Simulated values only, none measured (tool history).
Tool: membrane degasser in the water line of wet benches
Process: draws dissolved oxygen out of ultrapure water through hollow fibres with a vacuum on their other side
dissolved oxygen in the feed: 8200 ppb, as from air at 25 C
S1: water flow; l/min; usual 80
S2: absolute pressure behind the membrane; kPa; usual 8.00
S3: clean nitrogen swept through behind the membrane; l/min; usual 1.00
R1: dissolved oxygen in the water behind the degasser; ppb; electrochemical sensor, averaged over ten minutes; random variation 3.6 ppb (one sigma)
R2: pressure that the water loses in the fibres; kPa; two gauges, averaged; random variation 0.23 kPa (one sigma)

run	hour	S1	S2	S3	R1	R2
1	0.0	80	8.00	1.00	620.8	59.04
2	35.2	80	8.00	0.56	861.9	58.94
3	71.9	68	8.00	1.00	553.7	50.01
4	116.6	118	8.00	1.00	786.4	87.00
5	163.6	80	8.00	0.81	701.6	59.32
6	187.3	80	8.00	1.00	622.2	59.31
7	213.4	91	8.00	1.00	681.7	67.04
8	235.0	91	8.00	1.00	675.1	67.28
9	255.1	80	8.00	0.60	837.8	59.15
10	274.6	80	8.00	0.60	831.2	58.94
11	321.1	80	8.00	0.60	841.2	59.22
12	342.1	96	8.00	1.00	695.7	71.03
13	381.5	96	8.00	1.00	706.4	70.99
14	415.2	96	8.00	1.00	703.1	71.48
15	438.1	96	14.61	1.00	1501.9	71.26
16	481.2	103	8.00	1.00	736.5	76.45
17	500.8	49	13.82	2.43	460.5	36.08
18	547.6	49	13.82	2.43	455.4	36.64
19	592.7	49	12.75	0.93	880.4	36.51
20	617.5	75	9.69	0.93	829.4	55.10
21	656.0	75	9.69	0.93	830.2	55.69
22	695.5	64	9.69	1.08	675.1	47.61
23	721.9	64	9.69	1.08	676.2	47.80
24	754.4	80	7.81	1.16	543.1	59.31
25	781.8	80	18.66	1.00	1780.6	59.16
26	804.1	80	18.66	1.00	1760.7	59.65
27	849.1	80	18.66	1.00	1765.6	59.32
28	873.4	106	17.44	1.55	1493.7	79.07
29	897.2	106	17.44	1.55	1484.9	78.50
30	921.3	106	17.44	1.56	1502.0	79.28
31	952.5	53	5.25	1.84	133.6	39.09

Some steps in R1 between neighbouring runs. How much of each would the tool show without its hidden state too (settings, what came in, random variation), and how much is left for the hidden state, with any gauge scatter that isn't in both results?
The hidden state here: membrane still open, %; true pressure behind the membrane over the reading, kPa; air that leaks in behind the membrane, l/min; drift of the gauge itself on oxygen_ppb, %; drift of the gauge itself on loss_of_pressure_kpa, %.
Run 3 -> 4: S1 68 -> 118. R1 +232.7 ppb: hidden state +4.1, all else +228.6.
Run 14 -> 15: S2 8.00 -> 14.61. R1 +798.8 ppb: hidden state -4.0, all else +802.8.
Run 15 -> 16: S1 96 -> 103, S2 14.61 -> 8.00. R1 -765.4 ppb: hidden state +5.1, all else -770.5.
Run 16 -> 17: S1 103 -> 49, S2 8.00 -> 13.82, S3 1.00 -> 2.43. R1 -276.0 ppb: hidden state -9.2, all else -266.8.
Run 24 -> 25: S2 7.81 -> 18.66, S3 1.16 -> 1.00. R1 +1237.5 ppb: hidden state -3.9, all else +1241.4.
Run 30 -> 31: S1 106 -> 53, S2 17.44 -> 5.25, S3 1.56 -> 1.84. R1 -1368.4 ppb: hidden state -3.0, all else -1365.4.
